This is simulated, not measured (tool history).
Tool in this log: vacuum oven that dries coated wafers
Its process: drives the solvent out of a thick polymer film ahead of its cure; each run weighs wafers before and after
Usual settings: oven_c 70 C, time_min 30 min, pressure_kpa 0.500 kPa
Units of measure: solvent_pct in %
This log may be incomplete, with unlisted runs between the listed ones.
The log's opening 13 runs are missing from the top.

{"run": 14, "hour": 246.9, "oven_c": 70, "time_min": 39, "pressure_kpa": 0.5, "solvent_pct": 1.73}
{"run": 15, "hour": 265.2, "oven_c": 70, "time_min": 30, "pressure_kpa": 0.5, "solvent_pct": 2.82}
{"run": 16, "hour": 290.7, "oven_c": 70, "time_min": 30, "pressure_kpa": 0.5, "solvent_pct": 2.86}
{"run": 17, "hour": 309.4, "oven_c": 70, "time_min": 28, "pressure_kpa": 0.5, "solvent_pct": 3.25}
{"run": 18, "hour": 325.9, "oven_c": 70, "time_min": 30, "pressure_kpa": 0.5, "solvent_pct": 2.89}
{"run": 19, "hour": 344.7, "oven_c": 70, "time_min": 30, "pressure_kpa": 0.5, "solvent_pct": 2.81}
{"run": 20, "hour": 362.0, "oven_c": 70, "time_min": 36, "pressure_kpa": 0.5, "solvent_pct": 2.04}
{"run": 21, "hour": 376.4, "oven_c": 70, "time_min": 36, "pressure_kpa": 0.5, "solvent_pct": 2.01}
{"run": 22, "hour": 402.3, "oven_c": 70, "time_min": 36, "pressure_kpa": 0.5, "solvent_pct": 1.98}
{"hour": 405.5, "done": "vacuum gauge cleaned of residue and calibrated"}
{"run": 23, "hour": 425.1, "oven_c": 70, "time_min": 36, "pressure_kpa": 0.5, "solvent_pct": 2.03}
{"run": 24, "hour": 450.5, "oven_c": 70, "time_min": 30, "pressure_kpa": 0.5, "solvent_pct": 2.87}
{"hour": 460.6, "done": "vacuum gauge cleaned of residue and calibrated, once more"}
{"run": 25, "hour": 476.1, "oven_c": 70, "time_min": 30, "pressure_kpa": 0.5, "solvent_pct": 2.7}

Forecast run 26:
{"run": 26, "hour": 489.5, "oven_c": 71, "time_min": 30, "pressure_kpa": 1.176, "solvent_pct": "?"}

{"run 26": {"solvent_pct": 2.7}}
Without the tool's hidden state the same run would have given solvent_pct 2.93 %.
